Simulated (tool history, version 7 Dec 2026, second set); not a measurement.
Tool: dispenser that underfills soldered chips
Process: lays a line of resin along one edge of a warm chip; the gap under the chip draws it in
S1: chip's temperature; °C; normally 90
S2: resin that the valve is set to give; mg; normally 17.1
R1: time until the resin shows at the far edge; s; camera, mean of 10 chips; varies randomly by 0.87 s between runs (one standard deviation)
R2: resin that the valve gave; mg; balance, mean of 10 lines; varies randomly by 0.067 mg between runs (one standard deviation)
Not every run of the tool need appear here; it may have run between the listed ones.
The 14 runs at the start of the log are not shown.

run     day   S1    S2     R1     R2
      4.238  -- dispensing valve cleaned and set on the balance
      4.421  -- new syringe of resin
 15   4.550   90  19.3   86.5  19.23
 16   4.742   90  17.1  112.1  16.98
 17   5.017   90  17.1  146.4  16.92
      5.104  -- new syringe of resin
 18   5.342   90  17.1  102.5  16.85
 19   5.729   85  18.0  197.2  17.63
      5.779  -- new syringe of resin
 20   6.104   86  17.2  133.4  16.83
 21   6.317   79  16.6  246.7  16.08
      6.475  -- new syringe of resin
 22   6.662   90  17.3   94.0  16.64
 23   7.067   90  17.3  152.2  16.61
      7.146  -- new syringe of resin
 24   7.325  104  17.8   52.5  16.90
 25   7.692  104  17.8   79.7  16.94
      7.825  -- new syringe of resin
 26   7.988  100  21.1   59.8  19.99
 27   8.388   87  16.0  177.9  14.89
      8.496  -- new syringe of resin
 28   8.679   90  20.2   94.4  18.90
 29   8.942   90  19.0  126.8  17.60
      9.175  -- dispensing valve cleaned and set on the balance
 30   9.183   94  20.1  132.9  20.12
      9.225  -- new syringe of resin
 31   9.446   98  17.1   69.6  17.08
 32   9.733  104  18.4   74.8  18.19
      9.900  -- new syringe of resin
 33   9.967   90  21.6   80.7  21.44
 34  10.138  103  21.5   57.0  21.23
 35  10.383  103  21.5   75.0  21.19
     10.575  -- new syringe of resin
 36  10.775  103  21.5   54.3  21.04

Below are 4 alternative next runs, each starting from the tool's condition after run 36. Predict each:
  A  10.967  104  19.6   ?   ?
  B  10.967   79  15.4   ?   ?
  C  10.967   84  21.5   ?   ?
  D  10.967   76  17.8   ?   ?

run     R1     R2
  A   65.1  19.16
  B  203.3  15.00
  C  154.8  20.89
  D  227.7  17.32
Had the tool no hidden state, the same runs would have come out as:
run     R1     R2
  A   44.1  19.68
  B  138.1  15.40
  C  105.6  21.45
  D  155.3  17.79
